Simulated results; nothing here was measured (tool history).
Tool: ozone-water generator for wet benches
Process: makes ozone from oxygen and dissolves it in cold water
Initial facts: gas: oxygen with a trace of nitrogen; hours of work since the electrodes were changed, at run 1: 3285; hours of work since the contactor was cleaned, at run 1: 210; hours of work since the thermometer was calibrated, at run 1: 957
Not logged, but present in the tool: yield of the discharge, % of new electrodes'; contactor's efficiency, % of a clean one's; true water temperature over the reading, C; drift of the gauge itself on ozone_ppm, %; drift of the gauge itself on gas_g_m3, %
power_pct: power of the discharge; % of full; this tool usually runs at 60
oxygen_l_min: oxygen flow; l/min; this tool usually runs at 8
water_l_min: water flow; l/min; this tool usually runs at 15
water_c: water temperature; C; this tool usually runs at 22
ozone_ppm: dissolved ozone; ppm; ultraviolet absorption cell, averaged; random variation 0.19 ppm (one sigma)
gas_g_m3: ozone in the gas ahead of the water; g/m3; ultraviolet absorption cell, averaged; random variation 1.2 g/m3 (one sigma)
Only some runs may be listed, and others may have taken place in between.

run,hour,power_pct,oxygen_l_min,water_l_min,water_c,hours of work since the electrodes were changed,hours of work since the contactor was cleaned,hours of work since the thermometer was calibrated,ozone_ppm,gas_g_m3
1,0,60,8,15,22,3285,210,957,27.4,227.9
2,47.4,60,8.46,15,22,3328,253,1000,26.6,220.7
3,96.1,60,8.46,15,22,3372,297,1044,26.8,223.7
4,158.8,60,8,15,22,3429,353,1100,26.8,228.2
5,239.2,60,8,15,22,3501,426,1173,26.8,229.8
6,308.1,60,8,15,22,3564,488,1236,27.1,227.8
7,355.3,60,8,15,22,3606,531,1278,27.2,228
8,450.9,60,8,15,22,3693,618,1365,27,226.7
9,509.7,60,8,15,22,3746,671,1418,26.5,230.5
10,619.7,60,8,15,22,3846,770,1517,26.8,226.9
11,720.3,60,8,23,22,3937,861,1608,19.8,227.7
12,770.8,60,8,23,22,3982,907,1654,19.8,227.6
13,872.6,60,8,15,22,4074,999,1746,26.9,227.9
14,967.2,60,5.67,15,22,4160,1085,1832,27.3,263.4
15,1035.7,53,5.32,16,24,4222,1147,1894,23.4,254
16,1123,60,5.14,19,22,4301,1226,1973,22.4,275.5
17,1234.1,93,4.94,11,25,4401,1326,2073,40.6,351
18,1340.7,93,4.94,11,25,4498,1423,2170,40.6,352.3
19,1390.9,54,7.53,9,17,4543,1468,2215,38.7,221.3
20,1454.6,54,8.49,9,18,4601,1526,2273,37.2,211
21,1513.2,53,7.43,16,25,4654,1579,2326,22.7,220.5
22,1593.5,82,10.62,16,25,4727,1651,2399,27.5,239.6
23,1697.4,50,8,11,20,4821,1745,2492,30.8,205.8
24,1772.3,60,9.26,15,19,4888,1813,2560,28.4,213.8
25,1874.4,60,9.26,15,19,4981,1906,2653,28.4,213.7
26,1949.6,60,9.26,15,19,5049,1974,2721,28.6,214.2

3 ways to go on from here, each from the tool as it stands after run 26. What would each give?
A,2009.5,60,9.17,15,16,5103,2028,2775,?,?
B,2009.5,60,9.26,9,19,5103,2028,2775,?,?
C,2009.5,60,5.66,15,18,5103,2028,2775,?,?

run,ozone_ppm,gas_g_m3
A,30.5,215.8
B,38,213.8
C,29.6,264
With no hidden state in the tool, these same runs would have given:
run,ozone_ppm,gas_g_m3
A,30.6,216.1
B,38.1,214.1
C,29.6,264.3

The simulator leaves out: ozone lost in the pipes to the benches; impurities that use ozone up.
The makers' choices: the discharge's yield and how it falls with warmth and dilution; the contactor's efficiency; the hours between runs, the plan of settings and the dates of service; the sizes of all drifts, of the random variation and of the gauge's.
